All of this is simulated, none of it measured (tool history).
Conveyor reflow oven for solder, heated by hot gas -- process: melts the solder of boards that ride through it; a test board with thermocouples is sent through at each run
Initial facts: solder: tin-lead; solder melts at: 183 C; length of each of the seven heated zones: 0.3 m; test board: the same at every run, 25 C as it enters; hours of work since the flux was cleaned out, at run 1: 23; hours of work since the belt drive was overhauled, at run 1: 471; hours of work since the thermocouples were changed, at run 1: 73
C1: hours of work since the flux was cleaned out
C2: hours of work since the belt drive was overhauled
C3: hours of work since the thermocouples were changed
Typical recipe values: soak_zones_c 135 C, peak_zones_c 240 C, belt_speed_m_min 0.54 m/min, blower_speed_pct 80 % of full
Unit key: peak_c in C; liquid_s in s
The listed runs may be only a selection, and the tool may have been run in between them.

Run 1, hour 0: usual settings; C1 23; C2 471; C3 73. Result: peak_c 223.8 C, liquid_s 53 s.
Run 2, hour 6.9: usual settings but blower_speed_pct 57 % of full; C1 28; C2 476; C3 78. Result: peak_c 216.9 C, liquid_s 48 s.
Run 3, hour 18.3: usual settings but blower_speed_pct 57 % of full; C1 37; C2 485; C3 86. Result: peak_c 216.5 C, liquid_s 48 s.
Run 4, hour 25.1: usual settings but soak_zones_c 136 C; C1 42; C2 490; C3 91. Result: peak_c 224.1 C, liquid_s 53.6 s.
Run 5, hour 39.1: usual settings but soak_zones_c 136 C, belt_speed_m_min 0.48 m/min; C1 52; C2 500; C3 102. Result: peak_c 227.4 C, liquid_s 63.2 s.
Run 6, hour 48.6: usual settings but soak_zones_c 136 C, belt_speed_m_min 0.48 m/min; C1 59; C2 507; C3 109. Result: peak_c 226.3 C, liquid_s 63 s.
Run 7, hour 54.6: usual settings but soak_zones_c 136 C, belt_speed_m_min 0.48 m/min; C1 64; C2 512; C3 113. Result: peak_c 227.2 C, liquid_s 62.9 s.
Run 8, hour 65.5: usual settings but soak_zones_c 136 C, belt_speed_m_min 0.48 m/min; C1 72; C2 520; C3 121. Result: peak_c 226.4 C, liquid_s 63.4 s.
Run 9, hour 78.6: usual settings but belt_speed_m_min 0.603 m/min; C1 82; C2 529; C3 131. Result: peak_c 219.3 C, liquid_s 45 s.
Run 10, hour 91.7: usual settings but belt_speed_m_min 0.603 m/min; C1 91; C2 539; C3 141. Result: peak_c 219.7 C, liquid_s 45.1 s.
Run 11, hour 104.2: usual settings but soak_zones_c 124 C; C1 101; C2 548; C3 150. Result: peak_c 221.6 C, liquid_s 49 s.
Run 12, hour 111: usual settings; C1 106; C2 553; C3 155. Result: peak_c 223.6 C, liquid_s 53.4 s.
Run 13, hour 124.1: usual settings; C1 115; C2 563; C3 165. Result: peak_c 223.4 C, liquid_s 53.6 s.
Run 14, hour 134: usual settings; C1 123; C2 571; C3 172. Result: peak_c 223.1 C, liquid_s 53 s.
Run 15, hour 141.9: usual settings; C1 129; C2 576; C3 178. Result: peak_c 223 C, liquid_s 53.2 s.
Run 16, hour 151.2: usual settings; C1 136; C2 583; C3 185. Result: peak_c 223 C, liquid_s 53 s.
Run 17, hour 157.7: usual settings; C1 140; C2 588; C3 190. Result: peak_c 223.2 C, liquid_s 53.1 s.
Run 18, hour 167.5: usual settings but belt_speed_m_min 0.628 m/min, blower_speed_pct 54 % of full; C1 148; C2 596; C3 197. Result: peak_c 208.3 C, liquid_s 34.4 s.
Run 19, hour 177.8: usual settings but belt_speed_m_min 0.628 m/min, blower_speed_pct 54 % of full; C1 155; C2 603; C3 205. Result: peak_c 208.3 C, liquid_s 34.3 s.
At hour 183.9: flux residue cleaned out of gas plates and filters.
Run 20, hour 192.3: usual settings but peak_zones_c 231 C, belt_speed_m_min 0.579 m/min; C1 6; C2 610; C3 212. Result: peak_c 212.7 C, liquid_s 43.1 s.
Run 21, hour 202.6: usual settings but peak_zones_c 228 C, belt_speed_m_min 0.537 m/min, blower_speed_pct 58 % of full; C1 14; C2 618; C3 219. Result: peak_c 206.5 C, liquid_s 40 s.
Run 22, hour 212.8: usual settings but peak_zones_c 228 C, belt_speed_m_min 0.537 m/min, blower_speed_pct 58 % of full; C1 21; C2 625; C3 227. Result: peak_c 207.4 C, liquid_s 40 s.
Run 23, hour 225.2: usual settings but belt_speed_m_min 0.56 m/min, blower_speed_pct 77 % of full; C1 31; C2 635; C3 236. Result: peak_c 220.7 C, liquid_s 50.3 s.
Run 24, hour 236.5: usual settings but soak_zones_c 126 C; C1 39; C2 643; C3 245. Result: peak_c 220.7 C, liquid_s 49.5 s.
Run 25, hour 246.3: usual settings but soak_zones_c 126 C; C1 46; C2 650; C3 252. Result: peak_c 221.5 C, liquid_s 49.6 s.
Run 26, hour 258.7: usual settings but soak_zones_c 129 C, peak_zones_c 243 C, belt_speed_m_min 0.478 m/min, blower_speed_pct 63 % of full; C1 56; C2 660; C3 261. Result: peak_c 224.5 C, liquid_s 58.6 s.
At hour 266.4: flux residue cleaned out of gas plates and filters, once more.
Run 27, hour 277.2: usual settings but soak_zones_c 130 C, peak_zones_c 251 C, belt_speed_m_min 0.627 m/min, blower_speed_pct 65 % of full; C1 8; C2 670; C3 271. Result: peak_c 220.8 C, liquid_s 42.7 s.
Run 28, hour 287.2: usual settings but soak_zones_c 130 C, peak_zones_c 251 C, belt_speed_m_min 0.627 m/min, blower_speed_pct 65 % of full; C1 15; C2 677; C3 279. Result: peak_c 221 C, liquid_s 42.4 s.
Run 29, hour 296.1: usual settings but soak_zones_c 122 C, peak_zones_c 248 C, belt_speed_m_min 0.625 m/min, blower_speed_pct 55 % of full; C1 22; C2 684; C3 285. Result: peak_c 211.9 C, liquid_s 34.7 s.
Run 30, hour 305.8: usual settings but soak_zones_c 122 C, peak_zones_c 248 C, belt_speed_m_min 0.625 m/min, blower_speed_pct 55 % of full; C1 29; C2 691; C3 293. Result: peak_c 211.9 C, liquid_s 34.3 s.

4 options for the next run, each taken on its own from the tool as it stands now. Forecast them:
Run A, hour 313.6: usual settings but soak_zones_c 122 C, peak_zones_c 235 C, belt_speed_m_min 0.552 m/min, blower_speed_pct 55 % of full; C1 35; C2 697; C3 298. Result: peak_c ?, liquid_s ?.
Run B, hour 313.6: usual settings but soak_zones_c 122 C, peak_zones_c 248 C, belt_speed_m_min 0.603 m/min, blower_speed_pct 55 % of full; C1 35; C2 697; C3 298. Result: peak_c ?, liquid_s ?.
Run C, hour 313.6: usual settings but peak_zones_c 244 C, belt_speed_m_min 0.629 m/min, blower_speed_pct 67 % of full; C1 35; C2 697; C3 298. Result: peak_c ?, liquid_s ?.
Run D, hour 313.6: usual settings but soak_zones_c 122 C, peak_zones_c 243 C, belt_speed_m_min 0.625 m/min, blower_speed_pct 50 % of full; C1 35; C2 697; C3 298. Result: peak_c ?, liquid_s ?.

run  peak_c  liquid_s
  A   207.4        36
  B   213.7      36.8
  C   217.3        41
  D   205.7      28.8
The same runs, with their run-to-run variation unchanged, on a tool lacking any hidden condition would have given:
run  peak_c  liquid_s
  A   207.7        36
  B     214      36.6
  C   217.6      40.9
  D   205.9      28.7

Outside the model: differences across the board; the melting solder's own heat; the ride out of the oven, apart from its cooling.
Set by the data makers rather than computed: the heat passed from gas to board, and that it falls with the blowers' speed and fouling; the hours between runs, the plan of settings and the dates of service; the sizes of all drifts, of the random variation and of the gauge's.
